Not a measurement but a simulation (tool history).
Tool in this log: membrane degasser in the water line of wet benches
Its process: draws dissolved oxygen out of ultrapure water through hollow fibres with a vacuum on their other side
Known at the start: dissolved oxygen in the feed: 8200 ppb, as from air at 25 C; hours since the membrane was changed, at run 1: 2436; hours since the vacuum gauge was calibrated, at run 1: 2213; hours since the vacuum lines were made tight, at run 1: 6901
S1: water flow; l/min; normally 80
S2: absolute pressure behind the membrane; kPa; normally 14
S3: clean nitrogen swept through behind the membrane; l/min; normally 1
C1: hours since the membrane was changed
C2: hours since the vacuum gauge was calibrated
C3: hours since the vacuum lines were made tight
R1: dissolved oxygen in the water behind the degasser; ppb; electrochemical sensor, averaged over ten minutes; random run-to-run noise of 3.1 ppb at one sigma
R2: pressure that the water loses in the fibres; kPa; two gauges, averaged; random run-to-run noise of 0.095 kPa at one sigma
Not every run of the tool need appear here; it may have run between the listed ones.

run,hour,S1,S2,S3,C1,C2,C3,R1,R2
1,0,80,14,1,2436,2213,6901,1413,28.51
2,79.1,61,14,1,2515,2292,6981,1168.6,21.85
3,136.7,80,14,1,2572,2349,7038,1417.4,28.61
4,224.6,80,14,1,2660,2437,7126,1424.8,28.74
5,295.2,80,14,1,2731,2508,7197,1421.2,28.49
6,379.9,80,14,1,2816,2593,7281,1416.8,28.63
7,472.3,55,14,1,2908,2685,7374,1073.8,19.71
8,530.1,55,14,1,2966,2743,7431,1079.4,19.76
9,583.4,55,14,1,3019,2796,7485,1077.1,19.72
10,681.3,55,14,1,3117,2894,7583,1080.6,19.74
11,745.7,80,14,1,3181,2958,7647,1417.7,28.71
12,807.4,80,14,1,3243,3020,7709,1422,28.87
13,876.1,80,14,1,3312,3089,7777,1410.9,28.79
14,945.8,80,14,1,3381,3158,7847,1418.9,28.82
15,1029.1,80,14,1,3465,3242,7931,1422.5,28.82
16,1075,80,14,1,3511,3288,7976,1420.2,28.99
17,1126.8,55,14,1.66,3563,3339,8028,770.5,19.96
18,1212.4,55,14,1.66,3648,3425,8114,770.6,19.93
19,1288.5,55,30.4,1.66,3724,3501,8190,1627.8,19.87
20,1379.1,116,14,1.66,3815,3592,8280,1420.7,41.8
21,1437.4,108,21.5,0.7,3873,3650,8339,2985.1,39.33
22,1522.7,85,10.9,2.31,3958,3735,8424,721.7,30.79
23,1576.1,54,29,1.45,4012,3789,8478,1696.8,19.57
24,1638.5,112,29,1.45,4074,3851,8540,2726.1,40.84
25,1702.1,80,18.3,0.81,4138,3915,8603,2056.4,29.09
26,1766.4,80,18.3,0.81,4202,3979,8668,2053.6,29.17
27,1860.9,86,22.5,0.56,4297,4074,8762,3041.4,31.35
28,1913.8,55,10.1,0.58,4350,4126,8815,1024.9,20.16
29,1978.7,100,14,1.24,4414,4191,8880,1480.3,36.5
30,2018.3,100,17,2.58,4454,4231,8920,1177.9,36.55
31,2093.7,90,9.5,0.92,4529,4306,8995,1069.5,32.98
# hour 2144.9: gauge calibrated
32,2152.9,110,27.7,1.68,4589,4366,9054,2424.6,39.1

Below, some changes in R2 between adjacent runs. For each, the amount present without the hidden state too (settings, incoming material, random variation) and the amount remaining for the hidden state with gauge scatter not shared by both compared results:
Hidden state present: membrane still open, %; true pressure behind the membrane over the reading, kPa; air that leaks in behind the membrane, l/min; drift of the gauge itself on oxygen_ppb, %; drift of the gauge itself on loss_of_pressure_kpa, %.
Run 19 -> 20: S1 55 -> 116, S2 30.4 -> 14. R2 +21.93 kPa: hidden state +0.42, all else +21.51.
Run 23 -> 24: S1 54 -> 112. R2 +21.27 kPa: hidden state +0.46, all else +20.81.
Run 28 -> 29: S1 55 -> 100, S2 10.1 -> 14, S3 0.58 -> 1.24. R2 +16.34 kPa: hidden state +0.44, all else +15.9.
Run 31 -> 32: S1 90 -> 110, S2 9.5 -> 27.7, S3 0.92 -> 1.68, gauge calibrated. R2 +6.12 kPa: hidden state -0.87, all else +6.99.
